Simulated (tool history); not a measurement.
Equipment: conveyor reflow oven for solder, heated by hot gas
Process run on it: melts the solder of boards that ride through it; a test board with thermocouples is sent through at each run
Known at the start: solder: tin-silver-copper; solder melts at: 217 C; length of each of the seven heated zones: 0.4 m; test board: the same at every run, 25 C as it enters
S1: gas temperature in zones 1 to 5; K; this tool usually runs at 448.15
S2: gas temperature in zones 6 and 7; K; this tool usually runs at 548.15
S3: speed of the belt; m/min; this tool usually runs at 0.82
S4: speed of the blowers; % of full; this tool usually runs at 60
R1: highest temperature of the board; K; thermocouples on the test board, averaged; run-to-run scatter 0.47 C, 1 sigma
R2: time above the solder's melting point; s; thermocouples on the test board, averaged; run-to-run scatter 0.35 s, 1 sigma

run,hour,S1,S2,S3,S4,R1,R2
1,0,448.15,548.15,0.82,60,524.75,44.2
2,55,448.15,548.15,0.79,60,526.25,46.4
# hour 103.1: flux residue cleaned out of gas plates and filters
3,149.1,448.15,548.15,0.79,60,528.85,48.9
4,213.3,448.15,548.15,0.79,60,528.65,48.9
5,307,448.15,548.15,0.82,60,527.25,45.8
6,349,448.15,548.15,0.82,60,526.95,45.7
# hour 403.7: belt drive overhauled, speed set with a stopwatch
7,438,448.15,548.15,0.82,60,525.15,42.7
8,523.6,448.15,548.15,0.82,60,524.05,42.1
9,609.2,459.15,548.15,0.82,60,526.65,46.9
10,665.2,448.15,548.15,0.82,60,523.95,42
# hour 722.1: thermocouples of zones 6 and 7 changed
11,751.3,448.15,548.15,0.82,60,523.75,42
# hour 818.5: flux residue cleaned out of gas plates and filters
12,838.9,448.15,548.15,0.82,60,527.55,44.9
13,898.9,448.15,548.15,0.82,60,525.75,43.7
14,955.8,448.15,548.15,0.82,60,527.05,43.8
15,1048.8,448.15,548.15,0.872,60,523.65,38.6
16,1127.4,459.15,548.15,0.872,60,525.45,44.3
17,1221.4,459.15,548.15,0.872,60,525.75,42.6
18,1294.8,459.15,548.15,0.872,60,524.95,43.3
19,1358,454.15,548.15,0.96,60,518.95,33.6
20,1402.4,439.15,548.15,0.96,50,508.45,22.8
21,1455.6,448.15,559.15,0.695,57,538.95,59.5
22,1499.6,448.15,548.15,0.82,60,523.55,41.8
# hour 1530.1: flux residue cleaned out of gas plates and filters
23,1577.8,448.15,562.15,0.82,60,538.65,50.1
24,1635.9,440.15,561.15,0.873,62,532.15,43.1
25,1698.9,440.15,561.15,0.853,74,538.75,47.4
26,1752.6,433.15,561.15,0.663,60,541.65,62
27,1794.3,448.15,548.15,0.82,62,526.15,44.2
28,1881.9,444.15,553.15,0.82,83,535.25,49.1
# hour 1901.7: thermocouples of zones 6 and 7 changed
29,1980,441.15,548.15,0.82,60,524.45,41.7

Had the tool no unlogged condition, and each run kept its random variation, what would the results have been?
Unlogged tool condition in this case: heat that the gas passes to the board, % of a clean oven's; belt's true speed, % of the reading; true gas temperature in zones 6 and 7 over the reading, C; drift of the gauge itself on peak_c, C; drift of the gauge itself on liquid_s, %.
run,R1,R2
1,527.15,44.8
2,528.85,47
3,528.65,47.4
4,528.75,47.5
5,527.85,44.7
6,527.75,44.8
7,527.55,44.4
8,526.85,44
9,529.75,48.8
10,527.55,44.5
11,527.35,44.4
12,528.05,44.9
13,526.55,43.9
14,528.15,44.2
15,525.35,39.4
16,527.45,45.2
17,528.15,43.8
18,527.85,44.8
19,522.55,35.9
20,512.15,25.8
21,542.35,60.5
22,527.65,44.2
23,539.65,49.9
24,533.55,43.2
25,540.85,47.5
26,543.75,62.1
27,528.35,44.9
28,538.45,49.7
29,525.85,42.1
